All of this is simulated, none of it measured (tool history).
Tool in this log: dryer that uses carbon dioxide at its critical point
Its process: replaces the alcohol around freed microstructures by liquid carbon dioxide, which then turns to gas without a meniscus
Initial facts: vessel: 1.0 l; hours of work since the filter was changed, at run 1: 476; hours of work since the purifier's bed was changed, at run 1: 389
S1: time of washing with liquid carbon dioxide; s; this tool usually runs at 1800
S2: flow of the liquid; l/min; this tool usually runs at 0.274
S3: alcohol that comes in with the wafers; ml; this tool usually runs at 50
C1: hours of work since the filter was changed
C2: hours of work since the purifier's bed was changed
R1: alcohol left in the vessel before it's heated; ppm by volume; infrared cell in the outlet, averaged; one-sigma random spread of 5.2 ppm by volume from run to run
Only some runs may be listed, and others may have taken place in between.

{"run": 1, "hour": 0.0, "S1": 1800, "S2": 0.274, "S3": 50, "C1": 476, "C2": 389, "R1": 299}
{"run": 2, "hour": 28.4, "S1": 1800, "S2": 0.274, "S3": 50, "C1": 492, "C2": 406, "R1": 303}
{"hour": 33.3, "done": "inlet filter changed"}
{"run": 3, "hour": 47.9, "S1": 1740, "S2": 0.274, "S3": 50, "C1": 9, "C2": 417, "R1": 221}
{"run": 4, "hour": 84.6, "S1": 1740, "S2": 0.274, "S3": 50, "C1": 30, "C2": 438, "R1": 244}
{"run": 5, "hour": 105.9, "S1": 1740, "S2": 0.274, "S3": 50, "C1": 43, "C2": 451, "R1": 232}
{"run": 6, "hour": 140.1, "S1": 1740, "S2": 0.274, "S3": 50, "C1": 63, "C2": 471, "R1": 246}
{"run": 7, "hour": 176.6, "S1": 1740, "S2": 0.191, "S3": 50, "C1": 84, "C2": 492, "R1": 1004}
{"run": 8, "hour": 210.8, "S1": 1740, "S2": 0.191, "S3": 50, "C1": 104, "C2": 512, "R1": 1045}
{"run": 9, "hour": 249.1, "S1": 1800, "S2": 0.197, "S3": 50, "C1": 126, "C2": 534, "R1": 837}
{"run": 10, "hour": 275.4, "S1": 1980, "S2": 0.274, "S3": 50, "C1": 142, "C2": 550, "R1": 196}
{"run": 11, "hour": 311.2, "S1": 1980, "S2": 0.274, "S3": 50, "C1": 163, "C2": 571, "R1": 199}
{"run": 12, "hour": 347.4, "S1": 1980, "S2": 0.274, "S3": 50, "C1": 184, "C2": 592, "R1": 202}
{"run": 13, "hour": 370.2, "S1": 1980, "S2": 0.274, "S3": 50, "C1": 197, "C2": 605, "R1": 217}
{"run": 14, "hour": 393.3, "S1": 1800, "S2": 0.266, "S3": 50, "C1": 211, "C2": 619, "R1": 315}
{"run": 15, "hour": 411.4, "S1": 2160, "S2": 0.274, "S3": 50, "C1": 222, "C2": 630, "R1": 191}
{"run": 16, "hour": 437.4, "S1": 1800, "S2": 0.274, "S3": 50, "C1": 237, "C2": 645, "R1": 290}
{"run": 17, "hour": 467.7, "S1": 1800, "S2": 0.274, "S3": 50, "C1": 255, "C2": 663, "R1": 304}
{"run": 18, "hour": 496.8, "S1": 1800, "S2": 0.274, "S3": 50, "C1": 272, "C2": 680, "R1": 319}
{"run": 19, "hour": 528.0, "S1": 1800, "S2": 0.274, "S3": 50, "C1": 290, "C2": 698, "R1": 324}
{"run": 20, "hour": 562.8, "S1": 1800, "S2": 0.172, "S3": 83, "C1": 310, "C2": 718, "R1": 2805}
{"run": 21, "hour": 598.5, "S1": 1800, "S2": 0.408, "S3": 83, "C1": 331, "C2": 739, "R1": 186}
{"run": 22, "hour": 635.7, "S1": 1620, "S2": 0.19, "S3": 23, "C1": 353, "C2": 761, "R1": 918}
{"run": 23, "hour": 652.6, "S1": 2460, "S2": 0.228, "S3": 32, "C1": 363, "C2": 771, "R1": 241}
{"run": 24, "hour": 684.2, "S1": 2460, "S2": 0.228, "S3": 32, "C1": 381, "C2": 790, "R1": 247}
{"run": 25, "hour": 708.9, "S1": 2460, "S2": 0.228, "S3": 32, "C1": 396, "C2": 804, "R1": 250}
{"run": 26, "hour": 745.7, "S1": 1800, "S2": 0.228, "S3": 82, "C1": 418, "C2": 826, "R1": 1035}
{"run": 27, "hour": 775.2, "S1": 1080, "S2": 0.386, "S3": 91, "C1": 435, "C2": 843, "R1": 879}
{"run": 28, "hour": 797.6, "S1": 2280, "S2": 0.216, "S3": 118, "C1": 448, "C2": 856, "R1": 689}
{"run": 29, "hour": 814.5, "S1": 2280, "S2": 0.216, "S3": 118, "C1": 458, "C2": 866, "R1": 723}
{"run": 30, "hour": 837.7, "S1": 2280, "S2": 0.216, "S3": 28, "C1": 471, "C2": 879, "R1": 332}
{"run": 31, "hour": 866.8, "S1": 1800, "S2": 0.4, "S3": 103, "C1": 489, "C2": 897, "R1": 240}
{"hour": 877.8, "done": "inlet filter changed"}
{"run": 32, "hour": 886.2, "S1": 2040, "S2": 0.247, "S3": 103, "C1": 5, "C2": 907, "R1": 393}
{"run": 33, "hour": 915.7, "S1": 2040, "S2": 0.247, "S3": 103, "C1": 22, "C2": 925, "R1": 399}
{"run": 34, "hour": 939.5, "S1": 1800, "S2": 0.274, "S3": 50, "C1": 36, "C2": 939, "R1": 314}
{"run": 35, "hour": 962.6, "S1": 1800, "S2": 0.186, "S3": 52, "C1": 50, "C2": 952, "R1": 1109}
{"run": 36, "hour": 1000.1, "S1": 1260, "S2": 0.169, "S3": 52, "C1": 72, "C2": 974, "R1": 4220}

Measured minus without-hidden-state, run by run (identical run-to-run variation in each term; gauge scatter may differ):
Hidden conditions of the tool in this case: flow that reaches the vessel past the clogged filter, %; alcohol in the recycled carbon dioxide, ppm; drift of the gauge itself on alcohol_ppm, %.
run=1 R1=+203
run=2 R1=+210
run=3 R1=+104
run=4 R1=+118
run=5 R1=+121
run=6 R1=+129
run=7 R1=+205
run=8 R1=+235
run=9 R1=+232
run=10 R1=+145
run=11 R1=+151
run=12 R1=+157
run=13 R1=+160
run=14 R1=+197
run=15 R1=+162
run=16 R1=+197
run=17 R1=+210
run=18 R1=+215
run=19 R1=+226
run=20 R1=+906
run=21 R1=+181
run=22 R1=+407
run=23 R1=+207
run=24 R1=+216
run=25 R1=+223
run=26 R1=+561
run=27 R1=+515
run=28 R1=+455
run=29 R1=+472
run=30 R1=+266
run=31 R1=+227
run=32 R1=+213
run=33 R1=+221
run=34 R1=+223
run=35 R1=+275
run=36 R1=+433
